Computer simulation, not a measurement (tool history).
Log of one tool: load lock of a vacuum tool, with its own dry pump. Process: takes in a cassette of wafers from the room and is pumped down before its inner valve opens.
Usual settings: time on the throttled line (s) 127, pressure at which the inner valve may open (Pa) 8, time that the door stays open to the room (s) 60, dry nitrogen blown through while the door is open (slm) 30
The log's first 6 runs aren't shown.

run    hour  time on the throttled line (s)  pressure at which the inner valve may open (Pa)  time that the door stays open to the room (s)  dry nitrogen blown through while the door is open (slm)  incoming humidity of the room's air, %  time from the closed door until the inner valve may open (s)  rise of the pressure with all valves shut (Pa/min)
  7  2829.5                              67                                                8                                             60                                                       30                                    47.6                                                         200.2                                               0.069
  8  3264.5                              67                                                8                                             60                                                       30                                    42.4                                                         202.8                                               0.074
  9  3600.2                              67                                                8                                             60                                                       30                                    47.4                                                         203.2                                               0.082
 10  4217.4                              67                                                8                                             60                                                       30                                      48                                                         203.9                                                 0.1
 11  4707.5                              67                                                8                                             60                                                       30                                    46.2                                                         207.6                                               0.107
 12  5311.8                             112                                                8                                             60                                                       30                                    43.6                                                         236.8                                               0.113
 13  5929.7                             127                                                9                                             60                                                       30                                    45.5                                                         248.1                                               0.124
 14    6215                             127                                                9                                             60                                                       30                                    46.3                                                         251.9                                               0.138
 15  6603.1                             127                                                9                                             60                                                       30                                    46.5                                                         250.4                                               0.152
 16  6903.1                             127                                                8                                             60                                                        5                                    45.9                                                         255.3                                               0.173
 17  7228.7                             127                                                8                                             60                                                        5                                      47                                                         258.1                                               0.178
 18  7520.4                             127                                                8                                             60                                                        5                                    45.7                                                         257.6                                                 0.2
 19  7880.4                             127                                                6                                             60                                                        5                                    44.9                                                         262.3                                               0.208
 20  8355.9                             158                                                9                                             39                                                       30                                    43.9                                                         279.7                                               0.198

Forecast run 21:
 21  9008.7                             158                                                9                                             39                                                       30                                    43.9                                                             ?                                                   ?

Run 21 gave time from the closed door until the inner valve may open (s) 279.2, rise of the pressure with all valves shut (Pa/min) 0.212.
Without the tool's hidden state the same run would have given time from the closed door until the inner valve may open (s) 251.3, rise of the pressure with all valves shut (Pa/min) 0.02.
